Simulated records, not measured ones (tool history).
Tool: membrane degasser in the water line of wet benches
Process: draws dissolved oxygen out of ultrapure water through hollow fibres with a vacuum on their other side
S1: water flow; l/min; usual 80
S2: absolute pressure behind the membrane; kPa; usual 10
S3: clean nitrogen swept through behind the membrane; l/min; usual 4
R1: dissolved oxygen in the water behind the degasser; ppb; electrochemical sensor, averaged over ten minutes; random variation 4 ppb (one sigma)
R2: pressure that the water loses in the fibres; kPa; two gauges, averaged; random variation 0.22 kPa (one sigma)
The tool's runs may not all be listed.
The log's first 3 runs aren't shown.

| run | hour | S1 | S2 | S3 | R1 | R2 |
|---|---|---|---|---|---|---|
| 4 | 165.2 | 80 | 10 | 4 | 408.8 | 55.42 |
| 5 | 234.1 | 80 | 10 | 5.03 | 356.2 | 55.67 |
| 6 | 296.2 | 80 | 10 | 5.03 | 359 | 55.19 |
| 7 | 324.9 | 80 | 10 | 4 | 411.7 | 54.9 |
| 8 | 373.8 | 80 | 10 | 4 | 411 | 55.46 |
| 9 | 404.9 | 92 | 10 | 4 | 505.7 | 63.34 |
| 10 | 438.6 | 80 | 10 | 4 | 411.9 | 55.46 |
| 11 | 483 | 80 | 10 | 4 | 407.9 | 55.32 |
| 12 | 519.9 | 80 | 10 | 4 | 410.9 | 55.34 |
| 13 | 582.7 | 80 | 10 | 4 | 421.7 | 55.41 |
| 14 | 637.3 | 80 | 10 | 4 | 417.6 | 55.11 |
| 15 | 690.9 | 115 | 10 | 4 | 688.2 | 79.71 |
| 16 | 736.1 | 80 | 10 | 4 | 408.5 | 55.58 |
| 17 | 784.1 | 80 | 10 | 4 | 409.5 | 55.79 |
| 18 | 843.2 | 91 | 10 | 2.13 | 698 | 63.29 |
| 19 | 893.4 | 74 | 18.8 | 9.6 | 377.4 | 51.29 |

The next listed run, before its measurement:
|  | 929.5 | seals of the vacuum lines changed |
| 20 | 960.8 | 74 | 18.8 | 9.6 | ? | ? |

R1: 374.9 ppb
R2: 51.65 kPa
Without the tool's hidden state the same run would have given R1 361.1 ppb, R2 50.1 kPa.

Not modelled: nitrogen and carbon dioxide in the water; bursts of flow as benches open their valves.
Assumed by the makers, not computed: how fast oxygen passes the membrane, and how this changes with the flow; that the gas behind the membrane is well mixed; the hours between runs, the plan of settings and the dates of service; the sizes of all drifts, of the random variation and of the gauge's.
